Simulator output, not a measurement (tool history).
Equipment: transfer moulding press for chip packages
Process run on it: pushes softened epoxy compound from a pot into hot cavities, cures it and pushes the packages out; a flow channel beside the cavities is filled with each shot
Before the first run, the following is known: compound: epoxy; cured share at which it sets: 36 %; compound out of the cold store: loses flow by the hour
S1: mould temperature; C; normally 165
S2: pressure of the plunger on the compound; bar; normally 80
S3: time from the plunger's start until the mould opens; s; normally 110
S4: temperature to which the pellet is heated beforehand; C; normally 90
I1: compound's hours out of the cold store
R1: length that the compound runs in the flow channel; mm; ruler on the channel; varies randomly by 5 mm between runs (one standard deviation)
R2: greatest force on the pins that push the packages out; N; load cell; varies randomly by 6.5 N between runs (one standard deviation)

run    hour   S1    S2   S3  S4    I1   R1   R2
  1       0  165    80  110  90  40.2  483  566
       37.3  -- cavities cleaned with cleaning compound and waxed
         48  -- plunger's sealing rings changed
  2    54.1  165    80  110  90  32.3  569  407
  3   116.6  165    80  103  90  33.4  565  610
      131.5  -- cavities cleaned with cleaning compound and waxed
  4     184  165    80  103  90    16  606  621
      223.2  -- cavities cleaned with cleaning compound and waxed
  5   248.4  165    80  103  90  22.9  581  530
      309.5  -- cavities cleaned with cleaning compound and waxed
  6   334.9  165    80  103  90  26.4  542  525
  7   385.7  165    80  103  90    45  479  633
        396  -- cavities cleaned with cleaning compound and waxed
  8   435.9  165    80  103  90  10.5  579  609
      482.1  -- cavities cleaned with cleaning compound and waxed
  9   509.9  165    80  104  90  44.1  467  539
      525.9  -- plunger's sealing rings changed
      572.4  -- cavities cleaned with cleaning compound and waxed
 10     584  165    80  104  90  39.4  544  423
 11   635.4  165    80  104  90  19.8  594  631
      660.6  -- cavities cleaned with cleaning compound and waxed
 12   703.6  165    80  104  90   9.9  630  649
      750.1  -- cavities cleaned with cleaning compound and waxed
      766.7  -- mould's thermocouples calibrated
 13     789  165    80  104  90  41.2  510  549
      837.9  -- cavities cleaned with cleaning compound and waxed
 14   847.6  159    80  110  90    43  508  471
 15   902.4  167  92.7   96  87  16.5  603  660
      924.4  -- cavities cleaned with cleaning compound and waxed
 16   954.9  165    80   98  98    17  552  587
     1005.1  -- plunger's sealing rings changed
     1015.8  -- cavities cleaned with cleaning compound and waxed
 17    1038  165    80   98  98   9.2  658  590
 18  1087.5  165  79.3  137  87    19  596  500
       1108  -- cavities cleaned with cleaning compound and waxed
 19  1180.8  172  82.7   98  87  24.2  570  538
       1197  -- cavities cleaned with cleaning compound and waxed
 20  1271.3  172  82.7  123  91  30.8  526  507
     1283.7  -- cavities cleaned with cleaning compound and waxed
     1372.9  -- cavities cleaned with cleaning compound and waxed
 21  1372.9  165  97.1  110  90  23.7  589  276
 22  1440.8  166  83.3  142  89   9.8  586  500
     1461.1  -- cavities cleaned with cleaning compound and waxed
     1484.3  -- plunger's sealing rings changed
 23  1511.9  158  96.5  107  85  24.6  661  940
     1538.7  -- mould's thermocouples calibrated
     1551.9  -- cavities cleaned with cleaning compound and waxed
 24  1596.5  158  96.5  107  85  41.7  593  809
     1641.1  -- cavities cleaned with cleaning compound and waxed
 25  1696.2  158  96.5  107  85  26.4  634  911
     1728.6  -- cavities cleaned with cleaning compound and waxed
 26  1748.7  165    80  107  90  18.6  582  483

Each row is a separate what-if for the run after 26, all from the same tool condition, not one after another. Results?
     1815.8  -- cavities cleaned with cleaning compound and waxed
  A  1815.8  165  80  107  99  47.6   ?   ?
     1815.8  -- cavities cleaned with cleaning compound and waxed
  B  1815.8  157  80  147  97  41.4   ?   ?
     1815.8  -- cavities cleaned with cleaning compound and waxed
  C  1815.8  165  80  104  92  24.8   ?   ?
     1815.8  -- cavities cleaned with cleaning compound and waxed
  D  1815.8  165  80   96  90   9.1   ?   ?

run   R1   R2
  A  478  281
  B  507  263
  C  547  287
  D  609  365
Without the tool's hidden state the same runs would have given:
run   R1   R2
  A  526  269
  B  558  251
  C  602  272
  D  671  343
